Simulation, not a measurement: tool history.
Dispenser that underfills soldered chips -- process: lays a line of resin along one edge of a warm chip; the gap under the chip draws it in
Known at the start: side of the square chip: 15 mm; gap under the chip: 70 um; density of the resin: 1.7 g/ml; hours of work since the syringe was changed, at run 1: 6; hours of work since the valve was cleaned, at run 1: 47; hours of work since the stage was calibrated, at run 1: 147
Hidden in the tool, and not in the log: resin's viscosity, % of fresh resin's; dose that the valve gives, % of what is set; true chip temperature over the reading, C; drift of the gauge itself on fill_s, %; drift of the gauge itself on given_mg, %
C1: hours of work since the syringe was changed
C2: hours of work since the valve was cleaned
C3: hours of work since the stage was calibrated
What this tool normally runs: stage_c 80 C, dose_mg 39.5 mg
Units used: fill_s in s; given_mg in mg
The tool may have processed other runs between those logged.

{"run": 1, "day": 0.0, "stage_c": 80, "dose_mg": 39.5, "C1": 6, "C2": 47, "C3": 147, "fill_s": 221.7, "given_mg": 37.92}
{"day": 0.108, "done": "new syringe of resin"}
{"run": 2, "day": 0.329, "stage_c": 80, "dose_mg": 39.5, "C1": 3, "C2": 51, "C3": 152, "fill_s": 199.2, "given_mg": 37.82}
{"run": 3, "day": 0.583, "stage_c": 94, "dose_mg": 39.5, "C1": 7, "C2": 55, "C3": 156, "fill_s": 135.1, "given_mg": 38.04}
{"day": 0.621, "done": "new syringe of resin"}
{"run": 4, "day": 0.883, "stage_c": 85, "dose_mg": 39.5, "C1": 4, "C2": 59, "C3": 160, "fill_s": 166.4, "given_mg": 37.72}
{"day": 1.142, "done": "new syringe of resin"}
{"run": 5, "day": 1.183, "stage_c": 80, "dose_mg": 39.5, "C1": 1, "C2": 64, "C3": 164, "fill_s": 171.3, "given_mg": 37.68}
{"run": 6, "day": 1.512, "stage_c": 80, "dose_mg": 39.5, "C1": 6, "C2": 69, "C3": 169, "fill_s": 215.0, "given_mg": 37.27}
{"day": 1.658, "done": "new syringe of resin"}
{"run": 7, "day": 1.821, "stage_c": 80, "dose_mg": 39.5, "C1": 2, "C2": 73, "C3": 174, "fill_s": 191.0, "given_mg": 37.33}
{"run": 8, "day": 2.138, "stage_c": 80, "dose_mg": 39.5, "C1": 7, "C2": 78, "C3": 178, "fill_s": 240.9, "given_mg": 36.88}
{"day": 2.188, "done": "new syringe of resin"}
{"run": 9, "day": 2.521, "stage_c": 80, "dose_mg": 39.5, "C1": 5, "C2": 84, "C3": 184, "fill_s": 217.4, "given_mg": 37.15}
{"day": 2.712, "done": "new syringe of resin"}
{"run": 10, "day": 2.725, "stage_c": 70, "dose_mg": 39.5, "C1": 0, "C2": 87, "C3": 187, "fill_s": 261.1, "given_mg": 36.67}
{"run": 11, "day": 3.033, "stage_c": 80, "dose_mg": 47.9, "C1": 5, "C2": 91, "C3": 192, "fill_s": 204.3, "given_mg": 44.65}
{"day": 3.25, "done": "new syringe of resin"}
{"run": 12, "day": 3.383, "stage_c": 80, "dose_mg": 47.9, "C1": 2, "C2": 96, "C3": 197, "fill_s": 182.7, "given_mg": 44.25}
{"run": 13, "day": 3.717, "stage_c": 80, "dose_mg": 47.9, "C1": 7, "C2": 101, "C3": 202, "fill_s": 225.4, "given_mg": 44.18}
{"day": 3.762, "done": "new syringe of resin"}
{"run": 14, "day": 4.092, "stage_c": 80, "dose_mg": 47.9, "C1": 5, "C2": 107, "C3": 207, "fill_s": 209.0, "given_mg": 43.95}
{"day": 4.267, "done": "new syringe of resin"}
{"run": 15, "day": 4.312, "stage_c": 80, "dose_mg": 38.9, "C1": 1, "C2": 110, "C3": 210, "fill_s": 178.4, "given_mg": 35.85}
{"day": 4.775, "done": "new syringe of resin"}
{"run": 16, "day": 4.775, "stage_c": 80, "dose_mg": 34.0, "C1": 0, "C2": 117, "C3": 217, "fill_s": 186.9, "given_mg": 31.05}
{"day": 4.925, "done": "dispensing valve cleaned and set on the balance"}
{"run": 17, "day": 5.192, "stage_c": 80, "dose_mg": 34.0, "C1": 6, "C2": 4, "C3": 223, "fill_s": 229.4, "given_mg": 34.19}
{"day": 5.35, "done": "new syringe of resin"}
{"run": 18, "day": 5.438, "stage_c": 70, "dose_mg": 40.3, "C1": 1, "C2": 8, "C3": 226, "fill_s": 268.7, "given_mg": 40.08}
{"run": 19, "day": 5.8, "stage_c": 75, "dose_mg": 44.8, "C1": 7, "C2": 13, "C3": 232, "fill_s": 270.5, "given_mg": 44.39}
{"day": 5.862, "done": "new syringe of resin"}
{"run": 20, "day": 6.162, "stage_c": 65, "dose_mg": 35.3, "C1": 5, "C2": 18, "C3": 237, "fill_s": 402.7, "given_mg": 34.88}
{"day": 6.367, "done": "new syringe of resin"}
{"run": 21, "day": 6.525, "stage_c": 84, "dose_mg": 37.0, "C1": 2, "C2": 24, "C3": 242, "fill_s": 166.3, "given_mg": 36.22}
{"run": 22, "day": 6.746, "stage_c": 87, "dose_mg": 37.5, "C1": 6, "C2": 27, "C3": 246, "fill_s": 175.2, "given_mg": 36.61}
{"day": 6.892, "done": "new syringe of resin"}
{"run": 23, "day": 6.992, "stage_c": 87, "dose_mg": 37.5, "C1": 1, "C2": 30, "C3": 249, "fill_s": 141.1, "given_mg": 36.55}
{"day": 7.392, "done": "new syringe of resin"}
{"run": 24, "day": 7.45, "stage_c": 70, "dose_mg": 49.4, "C1": 1, "C2": 37, "C3": 256, "fill_s": 264.3, "given_mg": 47.55}
{"day": 7.896, "done": "new syringe of resin"}
{"run": 25, "day": 7.896, "stage_c": 70, "dose_mg": 49.4, "C1": 0, "C2": 44, "C3": 262, "fill_s": 250.8, "given_mg": 47.33}
{"run": 26, "day": 8.15, "stage_c": 66, "dose_mg": 46.4, "C1": 4, "C2": 48, "C3": 266, "fill_s": 364.7, "given_mg": 44.46}
{"run": 27, "day": 8.346, "stage_c": 78, "dose_mg": 43.6, "C1": 7, "C2": 51, "C3": 269, "fill_s": 247.4, "given_mg": 41.54}

Predict each of these 3 candidate next runs independently; none follows another, all start after run 27:
{"day": 8.408, "done": "new syringe of resin"}
{"run": "A", "day": 8.792, "stage_c": 93, "dose_mg": 43.6, "C1": 6, "C2": 57, "C3": 276, "fill_s": "?", "given_mg": "?"}
{"day": 8.408, "done": "new syringe of resin"}
{"run": "B", "day": 8.792, "stage_c": 89, "dose_mg": 40.9, "C1": 6, "C2": 57, "C3": 276, "fill_s": "?", "given_mg": "?"}
{"day": 8.408, "done": "new syringe of resin"}
{"run": "C", "day": 8.792, "stage_c": 91, "dose_mg": 51.3, "C1": 6, "C2": 57, "C3": 276, "fill_s": "?", "given_mg": "?"}

run=A fill_s=136.0 given_mg=41.72
run=B fill_s=157.8 given_mg=38.97
run=C fill_s=146.1 given_mg=48.84
The same runs, with their run-to-run variation unchanged, on a tool lacking any hidden condition would have given:
run=A fill_s=96.5 given_mg=43.81
run=B fill_s=111.5 given_mg=40.93
run=C fill_s=103.9 given_mg=51.30
